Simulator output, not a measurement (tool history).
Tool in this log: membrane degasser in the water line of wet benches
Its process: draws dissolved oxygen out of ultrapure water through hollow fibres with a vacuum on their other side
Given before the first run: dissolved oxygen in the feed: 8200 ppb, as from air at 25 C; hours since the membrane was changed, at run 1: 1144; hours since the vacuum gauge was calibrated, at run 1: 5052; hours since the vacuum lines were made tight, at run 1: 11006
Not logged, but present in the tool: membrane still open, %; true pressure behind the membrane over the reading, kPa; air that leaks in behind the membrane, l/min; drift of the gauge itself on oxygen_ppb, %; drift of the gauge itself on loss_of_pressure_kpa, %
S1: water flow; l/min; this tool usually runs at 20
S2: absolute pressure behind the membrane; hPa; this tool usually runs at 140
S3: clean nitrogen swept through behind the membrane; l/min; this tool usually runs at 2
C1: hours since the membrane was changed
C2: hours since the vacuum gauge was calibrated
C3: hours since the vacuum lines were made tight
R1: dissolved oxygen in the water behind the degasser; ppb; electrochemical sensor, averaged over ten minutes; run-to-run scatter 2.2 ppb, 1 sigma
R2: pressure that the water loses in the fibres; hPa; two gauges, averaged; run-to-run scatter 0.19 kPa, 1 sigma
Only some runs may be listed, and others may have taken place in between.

Run 1, hour 0: usual settings; C1 1144; C2 5052; C3 11006. Result: R1 299 ppb, R2 402.2 hPa.
Run 2, hour 42.2: usual settings but S2 85 hPa; C1 1186; C2 5094; C3 11048. Result: R1 171.6 ppb, R2 399.6 hPa.
Run 3, hour 82.5: usual settings but S1 19 l/min; C1 1226; C2 5134; C3 11089. Result: R1 277 ppb, R2 379.6 hPa.
Run 4, hour 110.2: usual settings but S1 19 l/min; C1 1254; C2 5162; C3 11116. Result: R1 276.1 ppb, R2 382 hPa.
Run 5, hour 140.5: usual settings; C1 1284; C2 5192; C3 11147. Result: R1 296.1 ppb, R2 403.4 hPa.
Run 6, hour 169.5: usual settings; C1 1313; C2 5221; C3 11176. Result: R1 296.6 ppb, R2 402.5 hPa.
Run 7, hour 211.6: usual settings; C1 1356; C2 5263; C3 11218. Result: R1 296.5 ppb, R2 400.6 hPa.
Run 8, hour 241.3: usual settings; C1 1385; C2 5293; C3 11247. Result: R1 298.8 ppb, R2 399.7 hPa.
Run 9, hour 274.1: usual settings; C1 1418; C2 5326; C3 11280. Result: R1 296.2 ppb, R2 403.3 hPa.
At hour 277.5: vacuum gauge calibrated.
Run 10, hour 318.7: usual settings but S1 28 l/min, S2 87 hPa, S3 4.17 l/min; C1 1462; C2 41; C3 11324. Result: R1 229.6 ppb, R2 560 hPa.
Run 11, hour 353.7: usual settings but S1 23 l/min, S2 148 hPa, S3 0.88 l/min; C1 1497; C2 76; C3 11359. Result: R1 696 ppb, R2 463 hPa.
Run 12, hour 378.3: usual settings but S1 22 l/min, S2 309 hPa; C1 1522; C2 101; C3 11384. Result: R1 735 ppb, R2 438.4 hPa.
At hour 398.5: vacuum gauge calibrated, once more.
Run 13, hour 403: usual settings but S1 22 l/min, S2 309 hPa, S3 4.61 l/min; C1 1546; C2 4; C3 11408. Result: R1 371.1 ppb, R2 444.6 hPa.
Run 14, hour 445.7: usual settings but S2 300 hPa, S3 4.51 l/min; C1 1589; C2 47; C3 11451. Result: R1 325.9 ppb, R2 402 hPa.
At hour 477.8: seals of the vacuum lines changed.
Run 15, hour 485.6: usual settings but S2 300 hPa, S3 4.51 l/min; C1 1626; C2 85; C3 8. Result: R1 323.5 ppb, R2 401.5 hPa.

Run 16 is up next; what results do you expect?
Run 16, hour 512.8: usual settings but S2 300 hPa, S3 4.51 l/min; C1 1654; C2 112; C3 35. Result: R1 ?, R2 ?.

{"run 16": {"R1": 319.1, "R2": 405.3}}
Had the tool carried no hidden state, the very same run would have given R1 316.7 ppb, R2 401.4 hPa.
